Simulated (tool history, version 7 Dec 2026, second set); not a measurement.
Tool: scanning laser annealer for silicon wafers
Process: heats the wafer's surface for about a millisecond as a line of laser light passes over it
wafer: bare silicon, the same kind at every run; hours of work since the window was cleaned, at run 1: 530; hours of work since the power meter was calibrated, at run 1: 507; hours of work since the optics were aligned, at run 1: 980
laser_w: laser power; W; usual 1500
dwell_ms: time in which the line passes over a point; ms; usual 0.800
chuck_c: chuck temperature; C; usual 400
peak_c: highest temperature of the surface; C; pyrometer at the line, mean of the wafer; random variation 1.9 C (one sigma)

run   hour  laser_w  dwell_ms  chuck_c  hours of work since the window was cleaned  hours of work since the power meter was calibrated  hours of work since the optics were aligned  peak_c
  1    0.0     1500     0.800      400                                         530                                                 507                                          980    1105
  2   37.5     1500     0.800      433                                         545                                                 523                                          995    1139
  3   56.1     1500     0.800      400                                         553                                                 531                                         1003    1107
  4   84.3     1500     0.800      400                                         565                                                 543                                         1015    1107
  5  120.4     1500     0.800      400                                         580                                                 558                                         1030    1106
  6  151.4     1500     0.800      400                                         593                                                 571                                         1043    1106
  7  178.3     1500     0.800      400                                         605                                                 582                                         1055    1107
     188.4  -- window over the wafer cleaned
  8  209.7     1500     0.800      428                                           9                                                 595                                         1067    1134
  9  238.5     1500     0.800      428                                          21                                                 607                                         1079    1137
 10  264.2     1500     0.800      421                                          32                                                 618                                         1090    1130
 11  289.4     1500     0.800      421                                          42                                                 628                                         1101    1132
 12  321.1     1519     0.800      421                                          56                                                 642                                         1114    1145
 13  356.3     1645     0.696      400                                          71                                                 656                                         1129    1140
 14  386.0     1285     0.609      385                                          83                                                 669                                         1141     880
 15  415.4     1561     0.726      408                                          95                                                 681                                         1154    1111
 16  440.2     1479     0.726      369                                         106                                                 692                                         1164    1026
 17  477.1     1479     0.726      369                                         121                                                 707                                         1179    1028

Forecast each of these 5 alternatives for the next run:
  A  511.5     1578     0.726      369                                         136                                                 722                                         1194       ?
  B  511.5     1505     0.883      416                                         136                                                 722                                         1194       ?
  C  511.5     1476     0.771      400                                         136                                                 722                                         1194       ?
  D  511.5     1518     0.800      400                                         136                                                 722                                         1194       ?
  E  511.5     1378     0.726      369                                         136                                                 722                                         1194       ?

run  peak_c
  A    1084
  B    1167
  C    1080
  D    1114
  E     969
Without the tool's hidden state the same runs would have given:
run  peak_c
  A    1085
  B    1168
  C    1080
  D    1114
  E     969
